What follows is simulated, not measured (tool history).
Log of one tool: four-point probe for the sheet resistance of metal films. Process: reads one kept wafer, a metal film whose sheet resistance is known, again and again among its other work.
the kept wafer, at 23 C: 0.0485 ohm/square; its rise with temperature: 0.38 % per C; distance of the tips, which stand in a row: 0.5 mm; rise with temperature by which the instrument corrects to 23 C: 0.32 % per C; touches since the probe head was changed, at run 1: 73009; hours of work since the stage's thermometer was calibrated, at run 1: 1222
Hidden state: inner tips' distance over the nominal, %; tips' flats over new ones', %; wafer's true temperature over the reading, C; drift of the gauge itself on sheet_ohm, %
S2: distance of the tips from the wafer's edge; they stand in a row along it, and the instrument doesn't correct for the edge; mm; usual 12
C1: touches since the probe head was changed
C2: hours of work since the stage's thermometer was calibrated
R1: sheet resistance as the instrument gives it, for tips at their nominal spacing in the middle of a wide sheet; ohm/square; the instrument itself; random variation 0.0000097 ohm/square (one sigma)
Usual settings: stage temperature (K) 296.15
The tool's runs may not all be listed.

Run 1, hour 0.0: usual settings; C1 73009; C2 1222. Result: R1 0.048532 ohm/square.
Run 2, hour 56.8: usual settings; C1 75875; C2 1264. Result: R1 0.048539 ohm/square.
Run 3, hour 98.9: usual settings; C1 78002; C2 1295. Result: R1 0.048532 ohm/square.
Run 4, hour 160.9: usual settings but stage temperature (K) 300.15; C1 81131; C2 1341. Result: R1 0.048654 ohm/square.
Run 5, hour 227.0: usual settings but S2 5 mm; C1 84471; C2 1390. Result: R1 0.048747 ohm/square.
Run 6, hour 291.0: usual settings but S2 5 mm; C1 87703; C2 1438. Result: R1 0.048752 ohm/square.
Run 7, hour 347.3: usual settings but stage temperature (K) 291.15; C1 90544; C2 1480. Result: R1 0.048385 ohm/square.
Run 8, hour 398.5: usual settings; C1 93129; C2 1518. Result: R1 0.048545 ohm/square.
Run 9, hour 452.9: usual settings; C1 95875; C2 1558. Result: R1 0.048543 ohm/square.
Run 10, hour 498.5: usual settings; C1 98176; C2 1592. Result: R1 0.048519 ohm/square.
Run 11, hour 560.0: usual settings; C1 101283; C2 1638. Result: R1 0.048534 ohm/square.
Run 12, hour 599.5: usual settings; C1 103277; C2 1667. Result: R1 0.048529 ohm/square.
Run 13, hour 629.8: usual settings but S2 52 mm; C1 104806; C2 1689. Result: R1 0.048500 ohm/square.
At hour 693.7: stage's thermometer calibrated.
Run 14, hour 700.1: usual settings but S2 52 mm; C1 108329; C2 5. Result: R1 0.048491 ohm/square.
Run 15, hour 762.3: usual settings but S2 52 mm; C1 111469; C2 51. Result: R1 0.048490 ohm/square.
Run 16, hour 809.4: usual settings but S2 52 mm; C1 113849; C2 86. Result: R1 0.048497 ohm/square.
Run 17, hour 865.7: usual settings; C1 116693; C2 128. Result: R1 0.048522 ohm/square.
Run 18, hour 932.8: usual settings; C1 120081; C2 178. Result: R1 0.048542 ohm/square.
Run 19, hour 973.8: usual settings but stage temperature (K) 301.15; C1 122150; C2 208. Result: R1 0.048690 ohm/square.
Run 20, hour 1040.0: usual settings but S2 13 mm; C1 125491; C2 257. Result: R1 0.048530 ohm/square.
At hour 1045.3: new probe head fitted.
Run 21, hour 1088.3: usual settings; C1 2171; C2 292. Result: R1 0.048529 ohm/square.
Run 22, hour 1130.2: usual settings but S2 13 mm; C1 4285; C2 324. Result: R1 0.048554 ohm/square.
Run 23, hour 1195.9: usual settings but S2 13 mm; C1 7602; C2 372. Result: R1 0.048533 ohm/square.

Forecast run 24:
Run 24, hour 1268.9: usual settings but stage temperature (K) 305.15, S2 8 mm; C1 11287; C2 427. Result: R1 ?.

Run 24 gave R1 0.048859 ohm/square.
Without the tool's hidden state the same run would have given R1 0.048861 ohm/square.
